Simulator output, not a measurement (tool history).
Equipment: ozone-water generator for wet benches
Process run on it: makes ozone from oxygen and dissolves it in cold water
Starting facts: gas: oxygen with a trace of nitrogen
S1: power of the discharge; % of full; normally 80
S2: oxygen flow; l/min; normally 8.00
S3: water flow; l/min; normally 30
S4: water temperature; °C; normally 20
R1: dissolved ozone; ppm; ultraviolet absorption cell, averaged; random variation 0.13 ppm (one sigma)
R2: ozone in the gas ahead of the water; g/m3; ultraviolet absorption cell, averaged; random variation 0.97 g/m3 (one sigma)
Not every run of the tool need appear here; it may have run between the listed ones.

run,hour,S1,S2,S3,S4,R1,R2
1,0.0,80,8.00,30,20,13.6,163.4
2,41.4,80,8.00,30,24,12.6,164.4
3,84.4,80,8.00,30,24,12.8,164.7
4,103.7,80,8.00,30,24,12.9,163.8
5,135.1,80,8.00,30,24,12.5,163.9
6,166.5,80,8.00,40,20,10.4,164.4
7,186.8,80,8.00,40,20,10.2,163.9
8,228.8,80,8.00,40,20,10.3,164.5
9,256.8,80,8.00,30,22,13.1,164.2
10,284.1,80,8.00,30,22,13.2,163.1
11,302.9,80,8.00,30,22,13.1,163.2
12,345.3,80,8.00,30,22,13.1,165.9
13,388.0,80,8.00,30,22,13.1,164.2
14,415.1,56,8.00,30,20,10.5,129.3
15,435.0,56,8.00,30,14,11.5,128.3
16,477.1,80,7.16,30,20,13.4,169.6
17,515.3,80,7.16,30,20,13.5,171.8
18,536.1,58,8.00,30,20,10.8,132.5
19,565.1,58,5.10,30,20,10.6,165.7
20,585.6,80,8.00,30,21,13.1,162.8
21,617.7,80,6.06,45,20,8.6,187.1
22,651.3,80,6.06,45,20,8.6,187.5
23,675.7,45,6.31,35,21,7.5,124.9
# hour 681.6: contactor cleaned
24,711.4,45,6.31,35,21,7.4,125.3
25,747.1,45,6.31,35,21,7.3,126.1
26,780.4,78,6.31,21,17,18.2,180.0
27,818.4,86,13.06,32,18,13.2,134.9
28,861.5,86,6.25,45,24,8.4,191.7

Run 29, settings as shown, results not yet in. Your forecast:
# hour 895.7: contactor cleaned, once more
29,903.2,86,6.25,45,24,?,?

R1: 9.1 ppm
R2: 194.3 g/m3
On a tool with no hidden condition, and with the same random variation, this run would have come out at R1 9.4 ppm, R2 198.5 g/m3.
